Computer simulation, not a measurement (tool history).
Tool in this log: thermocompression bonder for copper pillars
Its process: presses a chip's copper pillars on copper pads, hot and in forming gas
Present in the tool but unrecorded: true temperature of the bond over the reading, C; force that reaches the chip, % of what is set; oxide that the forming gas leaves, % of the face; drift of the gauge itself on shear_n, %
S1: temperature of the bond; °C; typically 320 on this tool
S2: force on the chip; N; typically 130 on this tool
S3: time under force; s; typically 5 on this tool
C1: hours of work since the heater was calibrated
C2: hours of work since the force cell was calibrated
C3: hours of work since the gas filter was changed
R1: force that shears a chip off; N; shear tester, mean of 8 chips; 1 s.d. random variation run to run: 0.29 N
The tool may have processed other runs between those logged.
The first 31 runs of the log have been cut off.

| run | hour | S1 | S2 | S3 | C1 | C2 | C3 | R1 |
|---|---|---|---|---|---|---|---|---|
| 32 | 181.6 | 348 | 130 | 6 | 439 | 217 | 156 | 71.7 |
| 33 | 189.3 | 335 | 130 | 5 | 444 | 222 | 161 | 63.0 |
| 34 | 196.3 | 325 | 87 | 9 | 449 | 227 | 166 | 59.7 |
| 35 | 204.0 | 325 | 87 | 9 | 454 | 232 | 171 | 59.4 |
| 36 | 213.3 | 349 | 87 | 3 | 460 | 238 | 177 | 53.2 |
| 37 | 222.4 | 349 | 141 | 5 | 466 | 244 | 183 | 70.9 |
| 38 | 230.9 | 349 | 141 | 5 | 472 | 250 | 189 | 71.4 |
| 39 | 237.3 | 343 | 187 | 3 | 476 | 254 | 193 | 65.9 |

4 ways to go on from here, each from the tool as it stands after run 39. What would each give?
| A | 245.1 | 310 | 187 | 3 | 481 | 259 | 198 | ? |
| B | 245.1 | 343 | 90 | 3 | 481 | 259 | 198 | ? |
| C | 245.1 | 329 | 80 | 12 | 481 | 259 | 198 | ? |
| D | 245.1 | 343 | 182 | 3 | 481 | 259 | 198 | ? |

| run | R1 |
|---|---|
| A | 50.2 |
| B | 51.2 |
| C | 63.6 |
| D | 66.2 |
Had the tool no hidden state, the same runs would have come out as:
| run | R1 |
|---|---|
| A | 51.6 |
| B | 52.9 |
| C | 65.8 |
| D | 68.7 |
